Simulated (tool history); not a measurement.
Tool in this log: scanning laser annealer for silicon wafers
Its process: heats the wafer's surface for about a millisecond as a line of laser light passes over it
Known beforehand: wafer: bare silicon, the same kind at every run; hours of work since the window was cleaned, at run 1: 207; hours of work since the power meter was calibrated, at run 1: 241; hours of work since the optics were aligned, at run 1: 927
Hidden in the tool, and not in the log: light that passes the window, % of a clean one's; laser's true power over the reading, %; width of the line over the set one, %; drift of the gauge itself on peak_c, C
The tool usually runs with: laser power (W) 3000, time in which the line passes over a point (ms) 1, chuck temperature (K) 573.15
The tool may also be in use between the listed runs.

run,hour,laser power (W),time in which the line passes over a point (ms),chuck temperature (K),hours of work since the window was cleaned,hours of work since the power meter was calibrated,hours of work since the optics were aligned,highest temperature of the surface (K)
1,0,3000,1,573.15,207,241,927,1375.15
2,9.1,3000,1,573.15,212,246,932,1371.15
3,18.9,3000,1,573.15,217,252,938,1371.15
4,29.7,3000,1,567.15,223,258,944,1364.15
5,41,2886,1,573.15,229,264,950,1345.15
6,47,2886,1,573.15,233,267,953,1344.15
7,59.2,2886,1,573.15,239,274,960,1342.15
8,71.2,2886,1,573.15,246,281,967,1343.15
9,82.4,2668,1,573.15,252,287,973,1289.15
10,94.9,2668,1,573.15,259,294,980,1290.15
11,102.8,2614,1,573.15,264,298,984,1276.15
12,112.6,2614,1,573.15,269,304,990,1274.15
13,121.9,3000,1,573.15,274,309,995,1368.15
14,131.1,3000,1,573.15,279,314,1000,1364.15
15,144,3000,1,573.15,286,321,1007,1368.15
16,151.3,3000,1,573.15,290,325,1011,1367.15
17,163.6,3000,1,573.15,297,332,1018,1365.15
18,172.6,3000,1,573.15,302,337,1023,1365.15
19,179.1,3000,1,573.15,306,341,1026,1367.15
20,188.9,3000,1,573.15,311,346,1032,1361.15
21,200.3,3000,1.19,583.15,318,352,1038,1440.15
22,212.1,3000,1.19,583.15,324,359,1045,1441.15
# hour 215.3: window over the wafer cleaned
23,226.5,3000,1.19,575.15,6,366,1052,1414.15

What will run 24 give?
24,234.5,3125,0.79,613.15,11,370,1056,?

highest temperature of the surface (K): 1334.15
If the tool had no hidden condition, the same run with the same run-to-run variation would have returned highest temperature of the surface (K) 1384.15.
